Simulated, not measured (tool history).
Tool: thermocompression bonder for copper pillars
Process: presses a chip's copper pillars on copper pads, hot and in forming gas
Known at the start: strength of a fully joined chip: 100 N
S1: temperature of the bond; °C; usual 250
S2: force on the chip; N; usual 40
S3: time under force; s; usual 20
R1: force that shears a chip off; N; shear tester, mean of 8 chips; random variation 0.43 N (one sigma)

run    hour   S1  S2  S3    R1
  1     0.0  250  40  20  53.8
  2    54.0  235  40  20  41.6
  3   126.8  235  40  20  41.3
      145.4  -- forming gas filter changed
  4   190.2  235  40  20  42.4
  5   246.9  235  40  20  41.8
  6   308.9  250  40  20  54.0
  7   367.1  250  40  20  54.7
  8   414.2  250  40  20  53.3
  9   474.6  269  40  20  68.9
 10   510.9  269  40  20  69.2
 11   572.3  250  40  31  61.3
      600.5  -- forming gas filter changed
 12   608.9  250  40  20  53.9
 13   667.0  250  40  13  46.6
      699.6  -- force cell calibrated
 14   730.8  250  40  13  47.2
 15   772.8  250  40  13  45.9
 16   806.7  250  40  20  54.0
 17   846.8  250  29  20  43.7
 18   899.2  250  29  20  43.8
 19   960.4  265  38  17  61.5
 20  1031.3  257  32  38  63.6
     1059.8  -- forming gas filter changed
 21  1086.3  257  32  38  63.6
 22  1125.9  257  49  21  67.7
 23  1187.2  257  49  21  66.9
 24  1253.9  257  29  23  51.5
 25  1299.5  257  29  23  51.1
 26  1368.7  250  25  15  35.0
 27  1409.4  250  40  36  65.1
 28  1483.6  243  40  20  48.3
     1517.2  -- forming gas filter changed
 29  1549.0  257  25  20  44.4
 30  1581.0  244  25  36  44.0
 31  1622.3  244  25  36  43.8
 32  1675.8  257  35  52  72.0
 33  1746.9  250  53  17  60.3
 34  1809.4  245  41  17  47.5
 35  1849.8  245  26  17  34.5
 36  1908.9  245  26  17  34.6

4 ways to go on from here, each from the tool as it stands after run 36. What would each give?
  A  1965.0  244  26  17   ?
  B  1965.0  262  54  14   ?
  C  1965.0  250  40  41   ?
  D  1965.0  245  33  17   ?

run    R1
  A  33.8
  B  67.8
  C  66.2
  D  41.3
Without the tool's hidden state the same runs would have given:
run    R1
  A  33.7
  B  67.7
  C  66.1
  D  41.2
